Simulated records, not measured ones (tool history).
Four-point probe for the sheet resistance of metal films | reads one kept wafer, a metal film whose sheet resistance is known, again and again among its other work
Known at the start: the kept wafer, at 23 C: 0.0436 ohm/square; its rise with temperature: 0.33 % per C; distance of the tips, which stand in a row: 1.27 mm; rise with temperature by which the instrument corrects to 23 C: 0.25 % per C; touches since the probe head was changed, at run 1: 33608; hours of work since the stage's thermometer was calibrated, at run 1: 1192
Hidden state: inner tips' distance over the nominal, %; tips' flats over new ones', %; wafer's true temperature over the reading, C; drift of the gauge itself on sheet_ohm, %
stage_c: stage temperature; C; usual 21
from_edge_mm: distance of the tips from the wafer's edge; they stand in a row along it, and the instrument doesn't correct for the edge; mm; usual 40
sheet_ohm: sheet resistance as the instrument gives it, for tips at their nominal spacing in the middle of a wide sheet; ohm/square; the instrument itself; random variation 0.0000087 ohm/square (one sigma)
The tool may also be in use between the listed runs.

run   hour  stage_c  from_edge_mm  touches since the probe head was changed  hours of work since the stage's thermometer was calibrated  sheet_ohm
  1    0.0       21            40                                     33608                                                        1192   0.043431
  2   20.5       21            40                                     34424                                                        1206   0.043449
  3   29.4       21            40                                     34782                                                        1212   0.043462
  4   44.7       24            40                                     35390                                                        1223   0.043570
  5   57.2       22            40                                     35889                                                        1231   0.043498
  6   67.3       22            28                                     36290                                                        1238   0.043511
  7   84.6       22            28                                     36981                                                        1250   0.043526
  8  103.5       22            28                                     37735                                                        1263   0.043530
  9  121.4       22            28                                     38451                                                        1275   0.043517
 10  139.7       22             5                                     39178                                                        1288   0.044920
 11  158.5       21            40                                     39928                                                        1301   0.043474
     160.2  -- stage's thermometer calibrated
 12  168.6       21            40                                     40310                                                           6   0.043505
 13  188.8       21            40                                     41119                                                          20   0.043510
 14  199.9       21            23                                     41560                                                          27   0.043548
 15  215.7       29            40                                     42189                                                          38   0.043779
 16  228.2       25            40                                     42689                                                          47   0.043650
     232.7  -- stage's thermometer calibrated, once more
 17  245.2       23            40                                     43346                                                           9   0.043468
 18  261.3       23            40                                     43989                                                          20   0.043489
 19  280.2       23            40                                     44744                                                          33   0.043498
 20  291.7       23            40                                     45202                                                          41   0.043485
 21  307.0       35            12                                     45811                                                          51   0.044141
 22  317.4       21            32                                     46224                                                          58   0.043418
 23  329.5       32            15                                     46710                                                          67   0.043931
 24  340.3       28            68                                     47140                                                          74   0.043627
 25  362.5       27             3                                     48024                                                          89   0.047399
 26  383.3       22            49                                     48854                                                         104   0.043448
 27  398.7       20             7                                     49469                                                         114   0.044123
 28  419.9       20             7                                     50312                                                         129   0.044125
 29  429.1       29            45                                     50679                                                         135   0.043696
 30  440.5       33             6                                     51136                                                         143   0.044857
 31  456.5       25            14                                     51774                                                         154   0.043752
 32  477.5       33            12                                     52610                                                         168   0.044075
 33  491.4       20            41                                     53166                                                         178   0.043405
 34  510.3       20            41                                     53918                                                         191   0.043418
 35  523.9       28             8                                     54461                                                         200   0.044224
 36  539.5       23            26                                     55084                                                         211   0.043559
 37  552.1       21            46                                     55587                                                         220   0.043410

Some steps in sheet_ohm between neighbouring runs. How much of each would the tool show without its hidden state too (settings, what came in, random variation), and how much is left for the hidden state, with any gauge scatter that isn't in both results?
Run 10 -> 11: stage_c 22 -> 21, from_edge_mm 5 -> 40. sheet_ohm -0.001446 ohm/square: hidden state +0.000005, all else -0.001451.
Run 11 -> 12: stage's thermometer calibrated. sheet_ohm +0.000031 ohm/square: hidden state +0.000034, all else -0.000003.
Run 16 -> 17: stage_c 25 -> 23, stage's thermometer calibrated, once more. sheet_ohm -0.000182 ohm/square: hidden state -0.000105, all else -0.000077.
Run 24 -> 25: stage_c 28 -> 27, from_edge_mm 68 -> 3. sheet_ohm +0.003772 ohm/square: hidden state -0.000008, all else +0.003780.
Run 25 -> 26: stage_c 27 -> 22, from_edge_mm 3 -> 49. sheet_ohm -0.003951 ohm/square: hidden state +0.000014, all else -0.003965.

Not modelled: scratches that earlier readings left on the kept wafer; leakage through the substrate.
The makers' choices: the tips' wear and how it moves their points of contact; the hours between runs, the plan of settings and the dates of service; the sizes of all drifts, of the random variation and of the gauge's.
